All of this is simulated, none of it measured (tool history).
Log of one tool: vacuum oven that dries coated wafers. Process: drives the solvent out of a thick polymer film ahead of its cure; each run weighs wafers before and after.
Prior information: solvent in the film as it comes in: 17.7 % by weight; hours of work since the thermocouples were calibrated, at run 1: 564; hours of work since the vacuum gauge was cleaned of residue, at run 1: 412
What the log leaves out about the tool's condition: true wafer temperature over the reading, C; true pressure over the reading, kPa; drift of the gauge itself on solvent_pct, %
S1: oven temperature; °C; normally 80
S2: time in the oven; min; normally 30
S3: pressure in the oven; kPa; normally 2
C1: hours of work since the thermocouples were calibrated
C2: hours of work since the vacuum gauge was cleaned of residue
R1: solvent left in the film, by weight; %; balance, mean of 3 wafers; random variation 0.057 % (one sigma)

{"run": 1, "hour": 0.0, "S1": 80, "S2": 30, "S3": 2, "C1": 564, "C2": 412, "R1": 5.21}
{"run": 2, "hour": 44.9, "S1": 80, "S2": 28, "S3": 2, "C1": 600, "C2": 448, "R1": 5.53}
{"run": 3, "hour": 81.9, "S1": 80, "S2": 30, "S3": 2, "C1": 629, "C2": 477, "R1": 5.4}
{"run": 4, "hour": 113.1, "S1": 80, "S2": 30, "S3": 2, "C1": 654, "C2": 502, "R1": 5.39}
{"run": 5, "hour": 172.6, "S1": 80, "S2": 30, "S3": 2.02, "C1": 701, "C2": 549, "R1": 5.22}
{"run": 6, "hour": 226.0, "S1": 80, "S2": 30, "S3": 2.02, "C1": 744, "C2": 592, "R1": 5.35}
{"run": 7, "hour": 266.1, "S1": 80, "S2": 30, "S3": 2.02, "C1": 776, "C2": 624, "R1": 5.37}
{"run": 8, "hour": 324.2, "S1": 80, "S2": 30, "S3": 2, "C1": 822, "C2": 670, "R1": 5.26}
{"run": 9, "hour": 373.8, "S1": 80, "S2": 30, "S3": 2, "C1": 861, "C2": 709, "R1": 5.36}
{"run": 10, "hour": 403.0, "S1": 80, "S2": 35, "S3": 2, "C1": 884, "C2": 732, "R1": 4.95}
{"run": 11, "hour": 446.7, "S1": 88, "S2": 35, "S3": 2, "C1": 919, "C2": 767, "R1": 3.23}
{"run": 12, "hour": 489.9, "S1": 79, "S2": 39, "S3": 4.39, "C1": 953, "C2": 801, "R1": 9.46}
{"run": 13, "hour": 540.7, "S1": 70, "S2": 39, "S3": 4.39, "C1": 994, "C2": 842, "R1": 13.89}

Run 14 has not been measured yet. What should we expect?
{"run": 14, "hour": 594.9, "S1": 70, "S2": 39, "S3": 4.39, "C1": 1037, "C2": 885, "R1": "?"}

R1: 13.7 %
Were there no unlogged condition in the tool, this run, its random variation unchanged, would have produced R1 13.58 %.

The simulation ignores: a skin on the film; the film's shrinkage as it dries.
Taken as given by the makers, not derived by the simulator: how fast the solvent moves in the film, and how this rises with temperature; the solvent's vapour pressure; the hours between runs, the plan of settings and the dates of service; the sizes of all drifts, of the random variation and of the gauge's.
